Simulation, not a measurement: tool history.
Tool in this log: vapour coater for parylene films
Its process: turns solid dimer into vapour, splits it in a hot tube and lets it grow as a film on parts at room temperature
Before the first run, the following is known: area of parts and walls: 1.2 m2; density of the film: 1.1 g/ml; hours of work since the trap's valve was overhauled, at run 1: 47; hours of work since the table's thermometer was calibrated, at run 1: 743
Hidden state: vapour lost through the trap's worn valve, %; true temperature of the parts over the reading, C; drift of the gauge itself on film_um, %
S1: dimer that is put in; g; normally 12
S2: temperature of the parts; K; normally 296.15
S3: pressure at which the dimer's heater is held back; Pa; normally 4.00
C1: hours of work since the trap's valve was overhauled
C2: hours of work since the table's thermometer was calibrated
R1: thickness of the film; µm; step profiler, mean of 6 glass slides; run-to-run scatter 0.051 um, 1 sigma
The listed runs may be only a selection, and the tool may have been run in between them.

run     day  S1      S2    S3   C1    C2    R1
  1   0.000  12  296.15  4.00   47   743  5.61
  2   0.833  12  296.15  4.00   64   759  5.65
  3   1.804  12  298.15  4.00   82   778  5.11
  4   2.904  12  298.15  4.00  104   799  5.06
  5   3.938  12  298.15  4.00  124   819  5.10
  6   5.317   8  298.15  4.00  150   846  3.37
  7   6.292   8  298.15  4.00  169   865  3.34
  8   6.900   8  298.15  4.00  181   876  3.31
  9   7.779   8  298.15  4.00  198   893  3.32
 10   8.725  12  296.15  2.40  216   912  5.70
 11  10.171  12  296.15  2.40  244   940  5.66
 12  10.967  10  296.15  3.08  260   955  4.60
 13  12.425   9  293.15  2.89  288   983  4.74
 14  13.479   9  293.15  2.89  308  1004  4.65
 15  14.529   9  293.15  2.89  329  1024  4.64
 16  15.954  13  296.15  9.98  356  1052  5.32
 17  17.458   9  301.15  5.57  385  1081  3.09
 18  18.608   9  301.15  5.57  407  1103  3.09
 19  19.533   8  301.15  3.47  425  1121  2.78
 20  20.142   9  292.15  7.91  437  1133  4.44

Each row is a separate what-if for the run after 20, all from the same tool condition, not one after another. Results?
  A  21.600  17  297.15  7.91  465  1161   ?
  B  21.600  19  293.15  2.87  465  1161   ?
  C  21.600   5  296.15  4.00  465  1161   ?
  D  21.600  12  292.15  7.91  465  1161   ?

run    R1
  A  6.58
  B  9.57
  C  2.11
  D  5.89
Stripped of hidden state, with their random variation kept, the same runs would have yielded:
run     R1
  A   7.51
  B  10.92
  C   2.42
  D   6.72

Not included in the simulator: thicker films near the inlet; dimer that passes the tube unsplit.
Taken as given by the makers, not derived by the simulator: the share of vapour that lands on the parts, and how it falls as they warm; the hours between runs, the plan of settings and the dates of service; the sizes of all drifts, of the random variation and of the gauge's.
